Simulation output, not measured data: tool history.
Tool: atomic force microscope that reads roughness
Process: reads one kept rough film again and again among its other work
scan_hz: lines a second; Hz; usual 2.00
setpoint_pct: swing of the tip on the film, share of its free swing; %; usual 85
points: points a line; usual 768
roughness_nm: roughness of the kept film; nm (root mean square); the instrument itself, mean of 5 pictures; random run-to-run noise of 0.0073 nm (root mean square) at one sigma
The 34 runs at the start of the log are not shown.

run   hour  scan_hz  setpoint_pct  points  roughness_nm
 35  271.1     0.52            58     454         1.662
 36  281.9     1.22            81     454         1.429
 37  287.9     3.93            73     321         1.237
 38  296.3     3.93            73     321         1.174
 39  302.7     3.93            61     900         1.257
 40  313.7     1.12            56     757         1.283
 41  322.3     2.00            88     768         1.040
 42  331.9     2.00            77     768         1.054
 43  337.7     2.00            77     768         1.037
     343.1  -- new tip fitted
 44  343.5     1.04            85     768         1.634
 45  349.8     3.58            85     768         1.288
 46  356.1     2.00            68     602         1.532
 47  363.2     2.97            87     434         1.188
 48  371.4     0.97            69     329         1.401
 49  380.7     0.70            86     329         1.292

Forecast each of these 4 alternatives for the next run:
  A  392.3     2.00            85     538             ?
  B  392.3     1.28            57     329             ?
  C  392.3     1.53            85     768             ?
  D  392.3     1.81            66     291             ?

run  roughness_nm
  A         1.109
  B         1.260
  C         1.146
  D         1.209
What these runs would have given with no unlogged condition in the tool:
run  roughness_nm
  A         1.538
  B         1.751
  C         1.591
  D         1.677
